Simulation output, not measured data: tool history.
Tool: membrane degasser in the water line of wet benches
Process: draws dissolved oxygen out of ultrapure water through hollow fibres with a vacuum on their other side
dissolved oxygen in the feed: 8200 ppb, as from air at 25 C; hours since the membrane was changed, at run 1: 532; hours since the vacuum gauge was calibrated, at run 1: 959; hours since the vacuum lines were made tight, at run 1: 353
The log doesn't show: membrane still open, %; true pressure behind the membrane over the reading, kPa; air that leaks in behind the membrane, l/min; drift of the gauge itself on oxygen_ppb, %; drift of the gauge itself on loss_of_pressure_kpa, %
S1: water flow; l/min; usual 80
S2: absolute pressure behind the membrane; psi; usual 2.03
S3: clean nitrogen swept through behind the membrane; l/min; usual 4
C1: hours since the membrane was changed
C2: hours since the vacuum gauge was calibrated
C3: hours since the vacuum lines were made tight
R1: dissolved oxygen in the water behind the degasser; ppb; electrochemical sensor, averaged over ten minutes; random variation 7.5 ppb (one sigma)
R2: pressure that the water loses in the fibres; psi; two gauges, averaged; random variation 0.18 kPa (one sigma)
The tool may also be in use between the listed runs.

run   hour   S1    S2     S3    C1    C2    C3      R1     R2
  1      0   80  2.03      4   532   959   353   768.5   4.53
  2   28.1   80  2.03      4   561   988   381     759  4.493
  3   52.1   80  2.03      4   585  1012   405   755.5  4.541
  4   73.1   80  2.03      4   606  1033   426   763.9  4.479
  5  118.5   80  2.03   8.26   651  1078   472   558.1  4.486
  6  156.2   80  2.03      4   689  1116   510   766.9  4.535
  7  184.7   80  2.03      4   717  1144   538   755.1  4.509
  8  226.1  110  2.03      4   759  1185   579  1084.4  6.211
  9  250.4  110  2.03      4   783  1210   604  1077.3  6.237
 10  294.3  110  2.03      4   827  1254   648  1076.3    6.2
 11  328.8  110  2.03      4   861  1288   682  1097.4  6.121
 12  359.2   80  2.03   2.62   892  1319   712   936.7  4.547
 13  383.5   80  2.03   2.62   916  1343   737   938.8  4.486
 14  422.6   90   1.6   4.63   955  1382   776   714.9   5.05
 15  456.6   90   1.6   4.63   989  1416   810   706.6  5.076
 16  484.4   80  2.03  11.73  1017  1444   838   500.5  4.505
 17  507.6   59  2.03      4  1040  1467   861   532.1  3.307
 18  551.6   59  2.03   2.42  1084  1511   905     712  3.349
 19  571.5   81  4.93      4  1104  1531   925  1489.3  4.582
 20  615.8   75  2.54   3.51  1148  1575   969   891.3  4.238
 21  635.5  112  2.03      4  1168  1595   989  1104.4  6.311
 22  663.5   65  3.92   7.87  1196  1623  1017   650.9  3.684
 23  708.4  100  1.54   3.06  1241  1668  1062   919.5  5.687
 24  728.1   53  3.34   6.35  1261  1688  1081   514.5  2.962

5 ways to go on from here, each from the tool as it stands after run 24. What would each give?
  A  753.2   53  1.42  2.38  1286  1713  1107   ?   ?
  B  753.2   57  2.03     4  1286  1713  1107   ?   ?
  C  753.2  100  3.06  6.35  1286  1713  1107   ?   ?
  D  753.2   63  3.84  5.51  1286  1713  1107   ?   ?
  E  753.2   53  3.34  4.68  1286  1713  1107   ?   ?

run      R1     R2
  A   465.4  3.007
  B   519.7  3.226
  C  1034.3  5.648
  D     781   3.54
  E   630.1   3.04
Without the tool's hidden state the same runs would have given:
run      R1     R2
  A   453.3  2.973
  B   508.7  3.191
  C  1017.3  5.585
  D   770.1  3.501
  E   620.9  3.008

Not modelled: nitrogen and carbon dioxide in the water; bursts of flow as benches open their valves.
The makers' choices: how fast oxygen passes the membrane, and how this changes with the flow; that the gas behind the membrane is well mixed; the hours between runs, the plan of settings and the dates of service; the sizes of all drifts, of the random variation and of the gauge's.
